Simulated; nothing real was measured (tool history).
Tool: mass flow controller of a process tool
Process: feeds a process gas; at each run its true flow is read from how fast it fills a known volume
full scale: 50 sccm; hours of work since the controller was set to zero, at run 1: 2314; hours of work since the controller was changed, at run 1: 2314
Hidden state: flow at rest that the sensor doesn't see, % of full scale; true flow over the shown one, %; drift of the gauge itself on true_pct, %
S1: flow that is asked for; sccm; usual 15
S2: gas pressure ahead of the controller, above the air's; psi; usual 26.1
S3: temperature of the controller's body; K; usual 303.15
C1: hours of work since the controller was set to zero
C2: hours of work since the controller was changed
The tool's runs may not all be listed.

{"run": 1, "hour": 0.0, "S1": 15, "S2": 26.1, "S3": 303.15, "C1": 2314, "C2": 2314, "true flow (%)": 102.96}
{"run": 2, "hour": 71.1, "S1": 15, "S2": 26.1, "S3": 303.15, "C1": 2367, "C2": 2367, "true flow (%)": 102.95}
{"run": 3, "hour": 155.1, "S1": 15, "S2": 26.1, "S3": 303.15, "C1": 2429, "C2": 2429, "true flow (%)": 103.09}
{"run": 4, "hour": 225.8, "S1": 15, "S2": 36.3, "S3": 303.15, "C1": 2482, "C2": 2482, "true flow (%)": 102.94}
{"run": 5, "hour": 306.5, "S1": 15, "S2": 36.3, "S3": 303.15, "C1": 2542, "C2": 2542, "true flow (%)": 103.04}
{"run": 6, "hour": 362.5, "S1": 15, "S2": 36.3, "S3": 303.15, "C1": 2583, "C2": 2583, "true flow (%)": 103.15}
{"run": 7, "hour": 446.3, "S1": 15, "S2": 26.1, "S3": 305.15, "C1": 2646, "C2": 2646, "true flow (%)": 103.52}
{"run": 8, "hour": 515.4, "S1": 15, "S2": 26.1, "S3": 305.15, "C1": 2697, "C2": 2697, "true flow (%)": 103.48}
{"run": 9, "hour": 561.9, "S1": 15, "S2": 26.1, "S3": 303.15, "C1": 2731, "C2": 2731, "true flow (%)": 103.53}
{"run": 10, "hour": 664.4, "S1": 15, "S2": 26.1, "S3": 303.15, "C1": 2808, "C2": 2808, "true flow (%)": 103.64}
{"run": 11, "hour": 710.9, "S1": 15, "S2": 26.1, "S3": 303.15, "C1": 2842, "C2": 2842, "true flow (%)": 103.56}
{"run": 12, "hour": 753.9, "S1": 15, "S2": 26.1, "S3": 304.15, "C1": 2874, "C2": 2874, "true flow (%)": 103.71}
{"run": 13, "hour": 824.6, "S1": 15, "S2": 33.2, "S3": 303.15, "C1": 2927, "C2": 2927, "true flow (%)": 103.75}
{"run": 14, "hour": 894.5, "S1": 11, "S2": 26.1, "S3": 303.15, "C1": 2979, "C2": 2979, "true flow (%)": 104.59}
{"run": 15, "hour": 997.8, "S1": 15, "S2": 26.1, "S3": 303.15, "C1": 3055, "C2": 3055, "true flow (%)": 103.87}
{"run": 16, "hour": 1057.6, "S1": 15, "S2": 26.1, "S3": 303.15, "C1": 3100, "C2": 3100, "true flow (%)": 104.01}
{"run": 17, "hour": 1115.6, "S1": 15, "S2": 26.1, "S3": 303.15, "C1": 3143, "C2": 3143, "true flow (%)": 104.05}
{"run": 18, "hour": 1213.7, "S1": 15, "S2": 26.1, "S3": 303.15, "C1": 3216, "C2": 3216, "true flow (%)": 103.96}
{"run": 19, "hour": 1267.8, "S1": 15, "S2": 26.1, "S3": 303.15, "C1": 3256, "C2": 3256, "true flow (%)": 104.15}
{"run": 20, "hour": 1339.6, "S1": 30, "S2": 26.1, "S3": 303.15, "C1": 3309, "C2": 3309, "true flow (%)": 103.19}
{"run": 21, "hour": 1414.2, "S1": 30, "S2": 26.1, "S3": 303.15, "C1": 3365, "C2": 3365, "true flow (%)": 103.23}
{"run": 22, "hour": 1502.1, "S1": 30, "S2": 26.1, "S3": 303.15, "C1": 3430, "C2": 3430, "true flow (%)": 103.33}
{"run": 23, "hour": 1551.0, "S1": 30, "S2": 32.9, "S3": 303.15, "C1": 3466, "C2": 3466, "true flow (%)": 103.09}
{"run": 24, "hour": 1613.4, "S1": 15, "S2": 26.1, "S3": 303.15, "C1": 3513, "C2": 3513, "true flow (%)": 104.49}
{"run": 25, "hour": 1707.5, "S1": 15, "S2": 26.1, "S3": 303.15, "C1": 3582, "C2": 3582, "true flow (%)": 104.67}
{"run": 26, "hour": 1810.2, "S1": 15, "S2": 26.1, "S3": 303.15, "C1": 3659, "C2": 3659, "true flow (%)": 104.8}
{"run": 27, "hour": 1902.7, "S1": 21, "S2": 33.1, "S3": 301.15, "C1": 3727, "C2": 3727, "true flow (%)": 103.78}
{"run": 28, "hour": 1957.9, "S1": 21, "S2": 33.1, "S3": 301.15, "C1": 3768, "C2": 3768, "true flow (%)": 103.78}
{"run": 29, "hour": 2041.2, "S1": 21, "S2": 34.4, "S3": 300.15, "C1": 3830, "C2": 3830, "true flow (%)": 103.83}
{"run": 30, "hour": 2095.8, "S1": 6, "S2": 23.6, "S3": 297.15, "C1": 3871, "C2": 3871, "true flow (%)": 109.64}
{"run": 31, "hour": 2197.9, "S1": 39, "S2": 37.6, "S3": 300.15, "C1": 3947, "C2": 3947, "true flow (%)": 103.04}
{"run": 32, "hour": 2295.7, "S1": 24, "S2": 37.6, "S3": 306.15, "C1": 4019, "C2": 4019, "true flow (%)": 103.9}
{"run": 33, "hour": 2338.9, "S1": 24, "S2": 37.6, "S3": 306.15, "C1": 4051, "C2": 4051, "true flow (%)": 103.95}
{"run": 34, "hour": 2437.4, "S1": 24, "S2": 37.6, "S3": 306.15, "C1": 4125, "C2": 4125, "true flow (%)": 104.15}
{"run": 35, "hour": 2499.2, "S1": 25, "S2": 29.6, "S3": 300.15, "C1": 4170, "C2": 4170, "true flow (%)": 104.02}
{"run": 36, "hour": 2572.6, "S1": 21, "S2": 40.3, "S3": 297.15, "C1": 4225, "C2": 4225, "true flow (%)": 104.05}
{"run": 37, "hour": 2615.3, "S1": 14, "S2": 26.1, "S3": 294.15, "C1": 4257, "C2": 4257, "true flow (%)": 105.45}
{"run": 38, "hour": 2678.3, "S1": 14, "S2": 26.1, "S3": 294.15, "C1": 4304, "C2": 4304, "true flow (%)": 105.48}
{"run": 39, "hour": 2722.3, "S1": 24, "S2": 35.7, "S3": 311.15, "C1": 4336, "C2": 4336, "true flow (%)": 104.64}
{"run": 40, "hour": 2825.8, "S1": 38, "S2": 24.4, "S3": 311.15, "C1": 4413, "C2": 4413, "true flow (%)": 104.26}
{"run": 41, "hour": 2887.9, "S1": 15, "S2": 26.1, "S3": 300.15, "C1": 4459, "C2": 4459, "true flow (%)": 105.73}
{"run": 42, "hour": 2966.5, "S1": 23, "S2": 26.1, "S3": 297.15, "C1": 4518, "C2": 4518, "true flow (%)": 104.52}
{"run": 43, "hour": 3055.8, "S1": 23, "S2": 26.1, "S3": 297.15, "C1": 4584, "C2": 4584, "true flow (%)": 104.48}
{"run": 44, "hour": 3149.0, "S1": 40, "S2": 27.0, "S3": 307.15, "C1": 4653, "C2": 4653, "true flow (%)": 104.19}
{"run": 45, "hour": 3203.9, "S1": 9, "S2": 31.9, "S3": 300.15, "C1": 4694, "C2": 4694, "true flow (%)": 108.46}
{"run": 46, "hour": 3260.2, "S1": 9, "S2": 31.9, "S3": 300.15, "C1": 4736, "C2": 4736, "true flow (%)": 108.5}
{"run": 47, "hour": 3355.2, "S1": 21, "S2": 24.8, "S3": 310.15, "C1": 4806, "C2": 4806, "true flow (%)": 105.49}
{"run": 48, "hour": 3415.2, "S1": 18, "S2": 34.2, "S3": 310.15, "C1": 4851, "C2": 4851, "true flow (%)": 105.89}

5 ways to go on from here, each from the tool as it stands after run 48. What would each give?
{"run": "A", "hour": 3493.7, "S1": 11, "S2": 21.3, "S3": 305.15, "C1": 4909, "C2": 4909, "true flow (%)": "?"}
{"run": "B", "hour": 3493.7, "S1": 29, "S2": 26.1, "S3": 303.15, "C1": 4909, "C2": 4909, "true flow (%)": "?"}
{"run": "C", "hour": 3493.7, "S1": 20, "S2": 35.5, "S3": 303.15, "C1": 4909, "C2": 4909, "true flow (%)": "?"}
{"run": "D", "hour": 3493.7, "S1": 5, "S2": 30.3, "S3": 296.15, "C1": 4909, "C2": 4909, "true flow (%)": "?"}
{"run": "E", "hour": 3493.7, "S1": 16, "S2": 39.3, "S3": 294.15, "C1": 4909, "C2": 4909, "true flow (%)": "?"}

run=A true_flow_(%)=108.05
run=B true_flow_(%)=104.63
run=C true_flow_(%)=105.32
run=D true_flow_(%)=114.31
run=E true_flow_(%)=105.54
Without the tool's hidden state the same runs would have given:
run=A true_flow_(%)=99.63
run=B true_flow_(%)=99.78
run=C true_flow_(%)=99.49
run=D true_flow_(%)=98.99
run=E true_flow_(%)=98.92

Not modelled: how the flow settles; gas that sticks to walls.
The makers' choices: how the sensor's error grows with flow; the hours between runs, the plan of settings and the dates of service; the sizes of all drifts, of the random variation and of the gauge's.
